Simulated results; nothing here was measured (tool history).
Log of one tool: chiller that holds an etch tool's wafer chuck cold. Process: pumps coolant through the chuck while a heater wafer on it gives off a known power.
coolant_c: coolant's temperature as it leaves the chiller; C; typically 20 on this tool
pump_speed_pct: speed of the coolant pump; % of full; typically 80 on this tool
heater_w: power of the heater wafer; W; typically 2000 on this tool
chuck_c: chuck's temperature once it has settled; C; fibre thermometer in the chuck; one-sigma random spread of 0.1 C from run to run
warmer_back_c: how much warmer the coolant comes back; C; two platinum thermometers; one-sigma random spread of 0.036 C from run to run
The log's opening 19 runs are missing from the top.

Run 20, day 81.338: usual settings but coolant_c 29 C, pump_speed_pct 87 % of full, heater_w 1956 W. Result: chuck_c 44.5 C, warmer_back_c 6.09 C.
Run 21, day 86.692: usual settings but coolant_c 29 C, pump_speed_pct 87 % of full, heater_w 1956 W. Result: chuck_c 44.7 C, warmer_back_c 6.12 C.
Run 22, day 92.579: usual settings but coolant_c 29 C, pump_speed_pct 87 % of full, heater_w 1956 W. Result: chuck_c 44.8 C, warmer_back_c 6.13 C.
Run 23, day 95.162: usual settings but coolant_c 26 C. Result: chuck_c 43.4 C, warmer_back_c 6.94 C.
Run 24, day 101.008: usual settings but coolant_c 29 C, pump_speed_pct 71 % of full. Result: chuck_c 48.1 C, warmer_back_c 7.76 C.
Run 25, day 104.096: usual settings but coolant_c 25 C, pump_speed_pct 63 % of full, heater_w 1511 W. Result: chuck_c 41.3 C, warmer_back_c 6.66 C.
Run 26, day 108.475: usual settings but coolant_c 25 C, pump_speed_pct 94 % of full, heater_w 1511 W. Result: chuck_c 36.6 C, warmer_back_c 4.41 C.
Run 27, day 111.958: usual settings but coolant_c 25 C, pump_speed_pct 94 % of full, heater_w 1511 W. Result: chuck_c 36.7 C, warmer_back_c 4.47 C.
Run 28, day 114.704: usual settings but coolant_c 10 C, pump_speed_pct 92 % of full. Result: chuck_c 25.6 C, warmer_back_c 6.02 C.
Run 29, day 119.258: usual settings but coolant_c 14 C, pump_speed_pct 81 % of full, heater_w 1869 W. Result: chuck_c 30.4 C, warmer_back_c 6.35 C.
Run 30, day 122.288: usual settings but coolant_c 12 C, pump_speed_pct 66 % of full, heater_w 2475 W. Result: chuck_c 37.9 C, warmer_back_c 10.51 C.
Run 31, day 126.988: usual settings but coolant_c 13 C, pump_speed_pct 61 % of full. Result: chuck_c 35.5 C, warmer_back_c 9.15 C.

Here are 3 independent what-if runs from the current tool condition. What would each one return?
Run A, day 131.342: usual settings but pump_speed_pct 86 % of full, heater_w 2665 W. Result: chuck_c ?, warmer_back_c ?.
Run B, day 131.342: usual settings but coolant_c 21 C, heater_w 2811 W. Result: chuck_c ?, warmer_back_c ?.
Run C, day 131.342: usual settings but coolant_c 11 C, pump_speed_pct 61 % of full. Result: chuck_c ?, warmer_back_c ?.

run  chuck_c  warmer_back_c
  A     42.5           8.62
  B     46.2           9.76
  C     33.3           9.28
With no hidden state in the tool, these same runs would have given:
run  chuck_c  warmer_back_c
  A     39.0           8.00
  B     42.3           9.07
  C     29.8           8.62

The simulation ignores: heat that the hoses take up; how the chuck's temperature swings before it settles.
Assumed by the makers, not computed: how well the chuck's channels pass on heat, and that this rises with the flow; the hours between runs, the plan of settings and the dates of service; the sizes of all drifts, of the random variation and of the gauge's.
